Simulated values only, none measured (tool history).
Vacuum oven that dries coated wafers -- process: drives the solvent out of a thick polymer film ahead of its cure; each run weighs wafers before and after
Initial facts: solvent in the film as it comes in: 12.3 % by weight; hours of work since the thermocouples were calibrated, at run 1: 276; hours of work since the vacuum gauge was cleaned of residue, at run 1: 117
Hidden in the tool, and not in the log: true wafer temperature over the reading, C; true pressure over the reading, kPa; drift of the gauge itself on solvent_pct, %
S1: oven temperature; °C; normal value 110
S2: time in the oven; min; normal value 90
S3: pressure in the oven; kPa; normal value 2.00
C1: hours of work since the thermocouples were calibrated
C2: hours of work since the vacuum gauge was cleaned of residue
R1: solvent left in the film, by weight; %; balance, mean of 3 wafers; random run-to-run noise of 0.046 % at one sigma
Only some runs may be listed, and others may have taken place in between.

run,day,S1,S2,S3,C1,C2,R1
1,0.000,110,90,2.00,276,117,3.68
2,1.000,110,90,2.00,287,128,3.61
3,1.704,110,90,5.29,295,136,5.02
4,2.467,97,90,2.00,304,145,6.00
5,3.012,97,90,2.00,310,151,5.94
6,3.671,97,90,2.00,318,159,6.14
7,4.183,110,90,2.00,324,165,3.69
8,4.846,102,90,2.00,331,172,5.14
9,5.879,102,90,2.00,343,184,5.19
10,6.388,102,90,2.00,349,190,5.14
11,7.000,109,90,2.00,356,197,3.91
12,8.017,109,90,2.00,368,209,3.97
13,9.025,110,90,2.00,379,220,3.73
# day 9.183: oven's thermocouples calibrated
14,9.525,110,90,2.00,4,225,3.75
15,10.096,110,90,2.00,10,232,3.76
16,10.588,110,90,2.00,16,237,3.73
17,11.200,110,90,2.00,23,244,3.81
18,11.683,110,90,2.00,29,250,3.80
19,12.496,110,90,2.00,38,259,3.83
20,13.488,110,90,2.00,49,270,3.86
# day 14.054: oven's thermocouples calibrated, once more
21,14.112,110,90,2.00,1,277,3.64
22,14.662,110,90,2.00,7,283,3.68
23,15.317,110,90,2.00,15,290,3.62
24,15.800,98,90,7.32,20,296,8.45
25,16.321,104,90,2.15,26,302,4.80
26,17.254,105,90,1.07,37,313,4.11
27,18.121,105,90,1.07,47,323,4.12
28,18.925,101,88,3.25,56,332,5.82
29,19.817,105,77,3.52,66,342,5.65
30,20.667,105,77,3.52,76,352,5.70
31,21.550,105,77,3.52,86,362,5.76
32,22.354,107,102,1.52,95,371,3.60
33,23.283,107,102,1.52,106,382,3.55
34,23.992,107,128,6.06,114,390,5.02
35,24.438,110,80,2.00,119,395,4.13
36,25.354,103,61,2.00,130,406,6.15
37,26.208,110,62,2.00,140,416,4.90
38,27.054,101,155,2.00,149,425,3.53
39,27.838,99,149,6.20,158,434,6.61
40,28.354,110,111,1.28,164,440,2.69
41,29.004,106,90,3.34,172,448,4.95
42,29.896,107,90,2.00,182,458,4.21
43,30.617,115,68,3.30,190,466,4.15
44,31.292,118,81,1.67,198,474,2.71
45,32.271,118,81,1.67,209,485,2.60
46,33.054,123,90,2.00,218,494,1.80

Hidden condition of the tool, last listed run before each entry between runs versus first listed run after:
After run 13, before run 14: oven's thermocouples calibrated (day 9.183)
  true wafer temperature over the reading, C: -0.69 -> -1.02; true pressure over the reading, kPa: 0.049 -> 0.051
  what was measured, less what the result would be without the hidden state, R1: +0.14 -> +0.20 %
After run 20, before run 21: oven's thermocouples calibrated, once more (day 14.054)
  true wafer temperature over the reading, C: -1.11 -> -0.04; true pressure over the reading, kPa: 0.063 -> 0.064
  what was measured, less what the result would be without the hidden state, R1: +0.22 -> +0.03 %
